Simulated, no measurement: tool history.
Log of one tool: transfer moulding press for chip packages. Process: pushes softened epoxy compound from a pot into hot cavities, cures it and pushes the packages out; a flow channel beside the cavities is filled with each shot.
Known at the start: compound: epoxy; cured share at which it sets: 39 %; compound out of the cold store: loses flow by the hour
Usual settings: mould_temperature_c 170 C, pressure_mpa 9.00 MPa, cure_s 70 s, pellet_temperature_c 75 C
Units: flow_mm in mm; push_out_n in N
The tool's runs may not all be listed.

| run | hour | mould_temperature_c | pressure_mpa | cure_s | pellet_temperature_c | incoming compound's hours out of the cold store | flow_mm | push_out_n |
|---|---|---|---|---|---|---|---|---|
| 1 | 0.0 | 170 | 9.00 | 70 | 75 | 41.3 | 757 | 1151 |
| 2 | 18.0 | 170 | 9.00 | 70 | 75 | 16.3 | 840 | 1003 |
| 3 | 41.9 | 170 | 9.00 | 90 | 75 | 15.8 | 864 | 624 |
| 4 | 60.4 | 170 | 9.00 | 90 | 75 | 37.6 | 787 | 670 |
| 5 | 82.5 | 170 | 9.00 | 70 | 75 | 38.7 | 780 | 971 |
| 6 | 106.7 | 170 | 9.00 | 70 | 75 | 32.0 | 803 | 1177 |
| 7 | 128.7 | 170 | 9.00 | 70 | 75 | 16.2 | 855 | 1092 |
| 8 | 149.7 | 170 | 9.00 | 70 | 75 | 24.6 | 820 | 1184 |
| 9 | 175.9 | 170 | 9.00 | 70 | 82 | 39.3 | 768 | 892 |
| 10 | 190.5 | 170 | 9.00 | 70 | 75 | 26.3 | 814 | 1148 |
| 11 | 221.7 | 170 | 9.00 | 70 | 66 | 34.6 | 782 | 1390 |
| 12 | 245.6 | 170 | 9.00 | 70 | 66 | 29.2 | 796 | 1224 |
| 13 | 263.3 | 170 | 9.00 | 110 | 75 | 35.7 | 771 | 542 |
| 14 | 282.2 | 170 | 9.00 | 83 | 75 | 9.7 | 862 | 693 |
| 15 | 299.6 | 177 | 9.84 | 62 | 70 | 8.5 | 907 | 1123 |
| 16 | 332.4 | 177 | 8.81 | 57 | 70 | 43.9 | 737 | 1041 |
| 17 | 355.7 | 163 | 7.61 | 87 | 75 | 34.5 | 750 | 1090 |
| 18 | 384.9 | 170 | 9.00 | 70 | 83 | 46.0 | 752 | 906 |
| 19 | 403.4 | 173 | 9.00 | 72 | 75 | 19.5 | 827 | 867 |
| 20 | 423.6 | 173 | 9.00 | 72 | 75 | 39.7 | 757 | 913 |
| 21 | 440.1 | 171 | 9.00 | 72 | 82 | 35.1 | 775 | 836 |
| 22 | 464.2 | 170 | 9.00 | 70 | 84 | 17.1 | 842 | 1222 |
| 23 | 490.2 | 173 | 8.36 | 85 | 73 | 33.2 | 744 | 521 |
| 24 | 508.3 | 163 | 8.36 | 61 | 73 | 34.5 | 768 | 2276 |
| 25 | 529.5 | 163 | 8.36 | 61 | 73 | 44.6 | 733 | 2432 |
| 26 | 545.1 | 163 | 7.01 | 74 | 74 | 36.6 | 697 | 1505 |
| 27 | 569.0 | 170 | 9.06 | 70 | 75 | 9.8 | 891 | 1355 |

Not shown: 15 entries that the log had between the listed runs. Between which runs, and how does the tool's hidden state differ before and after?
Between runs 1 and 2: cavities cleaned with cleaning compound and waxed (hour 18.0)
  true mould temperature over the reading, C: 0.6 -> 0.61; pressure that reaches the compound, % of what is set: 94.19 -> 93.8; grip of the stained cavities, % over clean ones': 25.7 -> 0.7
  measured less the result without the state, flow_mm: -25 -> -29 mm; push_out_n: +194 -> -42 N
Between runs 2 and 3: plunger's sealing rings changed (hour 30.2)
  true mould temperature over the reading, C: 0.61 -> 0.63; pressure that reaches the compound, % of what is set: 93.8 -> 99.56; grip of the stained cavities, % over clean ones': 0.7 -> 19.5
  measured less the result without the state, flow_mm: -29 -> -5 mm; push_out_n: -42 -> +83 N
Between runs 4 and 5: cavities cleaned with cleaning compound and waxed (hour 71.9)
  true mould temperature over the reading, C: 0.64 -> 0.66; pressure that reaches the compound, % of what is set: 99.04 -> 98.46; grip of the stained cavities, % over clean ones': 31.9 -> 10.1
  measured less the result without the state, flow_mm: -6 -> -8 mm; push_out_n: +146 -> +45 N
Between runs 6 and 7: cavities cleaned with cleaning compound and waxed (hour 122.8)
  true mould temperature over the reading, C: 0.68 -> 0.7; pressure that reaches the compound, % of what is set: 97.85 -> 97.31; grip of the stained cavities, % over clean ones': 27.8 -> 7.6
  measured less the result without the state, flow_mm: -12 -> -14 mm; push_out_n: +206 -> +22 N
Between runs 8 and 9: cavities cleaned with cleaning compound and waxed (hour 174.3)
  true mould temperature over the reading, C: 0.71 -> 0.74; pressure that reaches the compound, % of what is set: 96.72 -> 96.01; grip of the stained cavities, % over clean ones': 23.5 -> 3.4
  measured less the result without the state, flow_mm: -16 -> -18 mm; push_out_n: +173 -> -20 N
Between runs 10 and 11: mould's thermocouples calibrated (hour 205.4)
  true mould temperature over the reading, C: 0.75 -> 0.05; pressure that reaches the compound, % of what is set: 95.62 -> 94.84; grip of the stained cavities, % over clean ones': 16.3 -> 35.6
  measured less the result without the state, flow_mm: -21 -> -21 mm; push_out_n: +104 -> +361 N
Between runs 11 and 12: cavities cleaned with cleaning compound and waxed (hour 227.5)
  true mould temperature over the reading, C: 0.05 -> 0.07; pressure that reaches the compound, % of what is set: 94.84 -> 94.25; grip of the stained cavities, % over clean ones': 35.6 -> 17.5
  measured less the result without the state, flow_mm: -21 -> -24 mm; push_out_n: +361 -> +175 N
Between runs 13 and 14: cavities cleaned with cleaning compound and waxed (hour 277.7)
  true mould temperature over the reading, C: 0.09 -> 0.1; pressure that reaches the compound, % of what is set: 93.83 -> 93.37; grip of the stained cavities, % over clean ones': 29.4 -> 7.1
  measured less the result without the state, flow_mm: -25 -> -30 mm; push_out_n: +123 -> +41 N
Between runs 14 and 15: plunger's sealing rings changed (hour 294.4)
  true mould temperature over the reading, C: 0.1 -> 0.11; pressure that reaches the compound, % of what is set: 93.37 -> 98.75; grip of the stained cavities, % over clean ones': 7.1 -> 19
  measured less the result without the state, flow_mm: -30 -> -6 mm; push_out_n: +41 -> +171 N
Between runs 15 and 16: cavities cleaned with cleaning compound and waxed (hour 330.8)
  true mould temperature over the reading, C: 0.11 -> 0.14; pressure that reaches the compound, % of what is set: 98.75 -> 97.92; grip of the stained cavities, % over clean ones': 19 -> 1.6
  measured less the result without the state, flow_mm: -6 -> -8 mm; push_out_n: +171 -> +7 N
Between runs 17 and 18: cavities cleaned with cleaning compound and waxed (hour 382.0)
  true mould temperature over the reading, C: 0.16 -> 0.18; pressure that reaches the compound, % of what is set: 97.31 -> 96.58; grip of the stained cavities, % over clean ones': 22.1 -> 3.2
  measured less the result without the state, flow_mm: -11 -> -14 mm; push_out_n: +187 -> +16 N
Between runs 20 and 21: cavities cleaned with cleaning compound and waxed (hour 433.2)
  true mould temperature over the reading, C: 0.21 -> 0.22; pressure that reaches the compound, % of what is set: 95.54 -> 95.14; grip of the stained cavities, % over clean ones': 32.6 -> 7
  measured less the result without the state, flow_mm: -18 -> -21 mm; push_out_n: +214 -> +41 N
Between runs 22 and 23: cavities cleaned with cleaning compound and waxed (hour 484.3)
  true mould temperature over the reading, C: 0.24 -> 0.27; pressure that reaches the compound, % of what is set: 94.5 -> 93.82; grip of the stained cavities, % over clean ones': 26.6 -> 6.7
  measured less the result without the state, flow_mm: -25 -> -25 mm; push_out_n: +238 -> +27 N
Between runs 25 and 26: cavities cleaned with cleaning compound and waxed (hour 535.7)
  true mould temperature over the reading, C: 0.3 -> 0.31; pressure that reaches the compound, % of what is set: 92.8 -> 92.44; grip of the stained cavities, % over clean ones': 35.2 -> 10.9
  measured less the result without the state, flow_mm: -30 -> -29 mm; push_out_n: +614 -> +122 N
Between runs 26 and 27: plunger's sealing rings changed (hour 555.5)
  true mould temperature over the reading, C: 0.31 -> 0.33; pressure that reaches the compound, % of what is set: 92.44 -> 99.48; grip of the stained cavities, % over clean ones': 10.9 -> 26.8
  measured less the result without the state, flow_mm: -29 -> -4 mm; push_out_n: +122 -> +260 N

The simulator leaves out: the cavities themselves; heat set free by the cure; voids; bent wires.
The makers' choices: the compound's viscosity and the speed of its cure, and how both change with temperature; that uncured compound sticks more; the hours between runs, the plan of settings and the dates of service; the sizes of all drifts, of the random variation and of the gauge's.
